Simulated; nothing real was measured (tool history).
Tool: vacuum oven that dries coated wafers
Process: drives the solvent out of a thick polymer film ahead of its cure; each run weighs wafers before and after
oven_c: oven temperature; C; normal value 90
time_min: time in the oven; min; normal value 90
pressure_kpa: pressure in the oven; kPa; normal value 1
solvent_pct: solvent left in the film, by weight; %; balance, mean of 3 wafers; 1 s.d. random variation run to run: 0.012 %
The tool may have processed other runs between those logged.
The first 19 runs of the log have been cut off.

run   hour  oven_c  time_min  pressure_kpa  hours of work since the thermocouples were calibrated  hours of work since the vacuum gauge was cleaned of residue  solvent_pct
 20  272.1      90       100          3.25                                                     98                                                          187         3.57
 21  288.2      90        90          2.04                                                    109                                                          198         2.72
 22  305.6      81       128          0.81                                                    121                                                          210         2.48
 23    325     100       145          0.81                                                    134                                                          223         0.57
 24  338.9      84       126             1                                                    143                                                          232         2.08
 25  353.8      83       108          3.77                                                    153                                                          242         5.71
 26  370.5      83       108          3.77                                                    165                                                          254         5.72
 27  389.4      83       108          2.98                                                    177                                                          266         4.87
 28    398      90        90          2.68                                                    183                                                          272         3.26
 29  409.8      90        90          2.68                                                    191                                                          280         3.27
 30  419.2      90        81          0.85                                                    197                                                          286         1.93
 31  437.1      76        50          0.85                                                    210                                                          299         7.75

4 ways to go on from here, each from the tool as it stands after run 31. What would each give?
  A  449.9      78       106             1                                                    218                                                          307            ?
  B  449.9      76       136          1.09                                                    218                                                          307            ?
  C  449.9      98        73          0.81                                                    218                                                          307            ?
  D  449.9      76        50          1.05                                                    218                                                          307            ?

run  solvent_pct
  A         4.14
  B         3.92
  C         0.98
  D         7.88
With no hidden state in the tool, these same runs would have given:
run  solvent_pct
  A         4.38
  B         4.14
  C         1.04
  D         8.12
